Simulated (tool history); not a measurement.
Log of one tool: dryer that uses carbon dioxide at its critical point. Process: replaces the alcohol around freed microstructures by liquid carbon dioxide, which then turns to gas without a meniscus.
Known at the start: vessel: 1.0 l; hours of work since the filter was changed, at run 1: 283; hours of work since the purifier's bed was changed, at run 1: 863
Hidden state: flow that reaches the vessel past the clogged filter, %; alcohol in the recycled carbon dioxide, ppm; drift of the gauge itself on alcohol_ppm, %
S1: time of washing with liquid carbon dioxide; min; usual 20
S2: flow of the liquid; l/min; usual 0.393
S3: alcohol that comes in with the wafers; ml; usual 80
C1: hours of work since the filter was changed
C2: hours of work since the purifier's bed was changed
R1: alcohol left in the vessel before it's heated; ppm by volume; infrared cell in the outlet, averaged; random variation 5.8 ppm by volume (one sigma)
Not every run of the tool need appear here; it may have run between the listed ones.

{"run": 1, "hour": 0.0, "S1": 20, "S2": 0.393, "S3": 80, "C1": 283, "C2": 863, "R1": 507}
{"run": 2, "hour": 23.9, "S1": 20, "S2": 0.393, "S3": 80, "C1": 296, "C2": 876, "R1": 500}
{"hour": 33.9, "done": "inlet filter changed"}
{"run": 3, "hour": 51.7, "S1": 20, "S2": 0.393, "S3": 80, "C1": 10, "C2": 891, "R1": 351}
{"run": 4, "hour": 93.2, "S1": 20, "S2": 0.413, "S3": 80, "C1": 33, "C2": 914, "R1": 305}
{"run": 5, "hour": 138.1, "S1": 20, "S2": 0.393, "S3": 24, "C1": 57, "C2": 938, "R1": 232}
{"run": 6, "hour": 188.7, "S1": 20, "S2": 0.393, "S3": 24, "C1": 85, "C2": 966, "R1": 239}
{"run": 7, "hour": 237.0, "S1": 15, "S2": 0.393, "S3": 24, "C1": 112, "C2": 993, "R1": 489}
{"run": 8, "hour": 272.1, "S1": 22, "S2": 0.4, "S3": 33, "C1": 131, "C2": 1012, "R1": 224}
{"hour": 279.2, "done": "purifier's bed changed"}
{"run": 9, "hour": 299.6, "S1": 22, "S2": 0.4, "S3": 33, "C1": 144, "C2": 11, "R1": 54}
{"run": 10, "hour": 351.0, "S1": 26, "S2": 0.635, "S3": 45, "C1": 173, "C2": 39, "R1": 9}
{"run": 11, "hour": 394.7, "S1": 26, "S2": 0.635, "S3": 45, "C1": 197, "C2": 63, "R1": 18}

Same runs, no hidden state in the tool, same run-to-run variation:
run=1 R1=200
run=2 R1=194
run=3 R1=199
run=4 R1=142
run=5 R1=63
run=6 R1=62
run=7 R1=273
run=8 R1=42
run=9 R1=38
run=10 R1=1
run=11 R1=7
